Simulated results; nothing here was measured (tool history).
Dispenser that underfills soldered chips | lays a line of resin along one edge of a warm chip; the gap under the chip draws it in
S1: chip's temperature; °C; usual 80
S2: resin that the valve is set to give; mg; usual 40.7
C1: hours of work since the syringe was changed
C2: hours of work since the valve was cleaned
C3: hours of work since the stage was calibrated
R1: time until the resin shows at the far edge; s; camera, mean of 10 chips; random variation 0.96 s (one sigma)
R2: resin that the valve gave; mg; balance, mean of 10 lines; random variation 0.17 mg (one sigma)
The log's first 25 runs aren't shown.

run	hour	S1	S2	C1	C2	C3	R1	R2
# hour 104.7: new syringe of resin
26	108	84	36.8	2	89	175	98.7	34.96
27	111.1	82	40.7	4	91	177	111.2	38.38
# hour 115.2: new syringe of resin
28	115.6	82	52.4	0	93	180	88.3	49.5
29	121.1	89	42	4	97	184	87.6	39.89
30	124.2	66	47.6	6	99	186	194	44.97
# hour 125.6: new syringe of resin
31	127.3	84	52.4	1	101	188	87.9	49.61
32	129.9	86	51.2	3	103	189	89.2	48.28
33	133.9	86	51.2	5	105	192	101.4	48.37
# hour 136: new syringe of resin
34	137.5	91	36.9	1	107	194	75.6	34.95
35	142	78	36.9	4	110	197	127.2	35

Forecast each of these 4 alternatives for the next run:
A	145.2	84	41.8	6	112	199	?	?
B	145.2	75	37.4	6	112	199	?	?
C	145.2	78	42.5	6	112	199	?	?
D	145.2	75	49	6	112	199	?	?

run	R1	R2
A	116	39.15
B	156.9	34.94
C	137.9	39.87
D	145.8	45.97
Without the tool's hidden state the same runs would have given:
run	R1	R2
A	81.6	41.71
B	109.5	37.22
C	97	42.47
D	102.9	48.97

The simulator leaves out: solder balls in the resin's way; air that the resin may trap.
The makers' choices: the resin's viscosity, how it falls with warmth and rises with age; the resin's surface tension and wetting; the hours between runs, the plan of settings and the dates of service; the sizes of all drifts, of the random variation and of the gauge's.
